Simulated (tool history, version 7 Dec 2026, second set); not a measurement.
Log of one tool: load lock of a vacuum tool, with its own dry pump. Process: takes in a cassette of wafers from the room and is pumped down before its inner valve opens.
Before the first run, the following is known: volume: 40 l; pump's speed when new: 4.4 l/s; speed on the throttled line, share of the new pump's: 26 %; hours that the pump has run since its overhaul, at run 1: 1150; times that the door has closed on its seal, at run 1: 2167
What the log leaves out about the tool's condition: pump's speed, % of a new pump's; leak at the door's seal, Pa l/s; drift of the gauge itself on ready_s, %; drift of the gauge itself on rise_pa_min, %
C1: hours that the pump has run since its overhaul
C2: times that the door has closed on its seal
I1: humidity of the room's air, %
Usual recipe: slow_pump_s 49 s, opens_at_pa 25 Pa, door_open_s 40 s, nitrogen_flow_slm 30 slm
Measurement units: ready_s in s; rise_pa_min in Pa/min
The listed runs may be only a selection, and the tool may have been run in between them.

run 1 hour=0 | slow_pump_s=49 opens_at_pa=25 door_open_s=40 nitrogen_flow_slm=30 | C1=1150 C2=2167 | I1=46.6 | ready_s=112.3 rise_pa_min=0.034
run 2 hour=363 | slow_pump_s=49 opens_at_pa=25 door_open_s=40 nitrogen_flow_slm=30 | C1=1512 C2=3851 | I1=42.6 | ready_s=112.9 rise_pa_min=0.025
run 3 hour=593 | slow_pump_s=49 opens_at_pa=25 door_open_s=40 nitrogen_flow_slm=30 | C1=1742 C2=4918 | I1=47.3 | ready_s=112.5 rise_pa_min=0.031
run 4 hour=1030.5 | slow_pump_s=49 opens_at_pa=25 door_open_s=40 nitrogen_flow_slm=30 | C1=2180 C2=6948 | I1=42.6 | ready_s=112.9 rise_pa_min=0.029
run 5 hour=1496.6 | slow_pump_s=49 opens_at_pa=25 door_open_s=40 nitrogen_flow_slm=30 | C1=2646 C2=9111 | I1=47 | ready_s=112.1 rise_pa_min=0.03
run 6 hour=1687.6 | slow_pump_s=49 opens_at_pa=25 door_open_s=40 nitrogen_flow_slm=30 | C1=2837 C2=9998 | I1=45.8 | ready_s=112.4 rise_pa_min=0.031
run 7 hour=2149.5 | slow_pump_s=49 opens_at_pa=20 door_open_s=40 nitrogen_flow_slm=30 | C1=3299 C2=12141 | I1=45.7 | ready_s=114.4 rise_pa_min=0.029
run 8 hour=2450.3 | slow_pump_s=49 opens_at_pa=20 door_open_s=40 nitrogen_flow_slm=30 | C1=3600 C2=13537 | I1=41.5 | ready_s=114.1 rise_pa_min=0.03
run 9 hour=2756.3 | slow_pump_s=49 opens_at_pa=20 door_open_s=40 nitrogen_flow_slm=30 | C1=3906 C2=14957 | I1=45.4 | ready_s=114.8 rise_pa_min=0.029
run 10 hour=3037.2 | slow_pump_s=49 opens_at_pa=20 door_open_s=40 nitrogen_flow_slm=30 | C1=4187 C2=16260 | I1=42.4 | ready_s=115.7 rise_pa_min=0.026
run 11 hour=3237.4 | slow_pump_s=49 opens_at_pa=20 door_open_s=40 nitrogen_flow_slm=30 | C1=4387 C2=17189 | I1=45.7 | ready_s=114.8 rise_pa_min=0.031
run 12 hour=3549.9 | slow_pump_s=49 opens_at_pa=20 door_open_s=40 nitrogen_flow_slm=30 | C1=4699 C2=18639 | I1=46.7 | ready_s=115.4 rise_pa_min=0.029
run 13 hour=4010.5 | slow_pump_s=94 opens_at_pa=44 door_open_s=59 nitrogen_flow_slm=30 | C1=5160 C2=20777 | I1=43.5 | ready_s=140.3 rise_pa_min=0.03
run 14 hour=4205.6 | slow_pump_s=31 opens_at_pa=25 door_open_s=40 nitrogen_flow_slm=6 | C1=5355 C2=21682 | I1=43 | ready_s=98.3 rise_pa_min=0.05
-- hour=4646.2 door's seal changed, seat wiped
run 15 hour=4667.9 | slow_pump_s=25 opens_at_pa=25 door_open_s=133 nitrogen_flow_slm=6 | C1=5816 C2=100 | I1=47.7 | ready_s=94.8 rise_pa_min=0.078
run 16 hour=5090.3 | slow_pump_s=30 opens_at_pa=25 door_open_s=68 nitrogen_flow_slm=30 | C1=6238 C2=2060 | I1=42.6 | ready_s=97.9 rise_pa_min=0.03
run 17 hour=5388.1 | slow_pump_s=30 opens_at_pa=41 door_open_s=68 nitrogen_flow_slm=30 | C1=6536 C2=3442 | I1=44.5 | ready_s=93.3 rise_pa_min=0.033
run 18 hour=5775.6 | slow_pump_s=30 opens_at_pa=36 door_open_s=68 nitrogen_flow_slm=30 | C1=6924 C2=5240 | I1=43.9 | ready_s=94.6 rise_pa_min=0.027
run 19 hour=6072.4 | slow_pump_s=50 opens_at_pa=28 door_open_s=40 nitrogen_flow_slm=4 | C1=7220 C2=6618 | I1=43 | ready_s=112.3 rise_pa_min=0.042
run 20 hour=6440.9 | slow_pump_s=49 opens_at_pa=25 door_open_s=105 nitrogen_flow_slm=30 | C1=7589 C2=8327 | I1=45.5 | ready_s=112 rise_pa_min=0.042
run 21 hour=6724.8 | slow_pump_s=49 opens_at_pa=25 door_open_s=40 nitrogen_flow_slm=18 | C1=7873 C2=9645 | I1=41.9 | ready_s=111.8 rise_pa_min=0.034
run 22 hour=7000.1 | slow_pump_s=49 opens_at_pa=25 door_open_s=40 nitrogen_flow_slm=18 | C1=8148 C2=10922 | I1=46.8 | ready_s=113 rise_pa_min=0.036
run 23 hour=7282.7 | slow_pump_s=49 opens_at_pa=25 door_open_s=154 nitrogen_flow_slm=11 | C1=8431 C2=12234 | I1=41.2 | ready_s=112.6 rise_pa_min=0.059
run 24 hour=7585.2 | slow_pump_s=49 opens_at_pa=25 door_open_s=154 nitrogen_flow_slm=11 | C1=8733 C2=13637 | I1=45.3 | ready_s=112.4 rise_pa_min=0.067

Across each entry between runs, compare the hidden state at the last listed run before it with the hidden state at the first listed run after it:
In the gap between runs 14 and 15: door's seal changed, seat wiped (hour 4646.2)
  leak at the door's seal, Pa l/s: 0.0035 -> 0.002
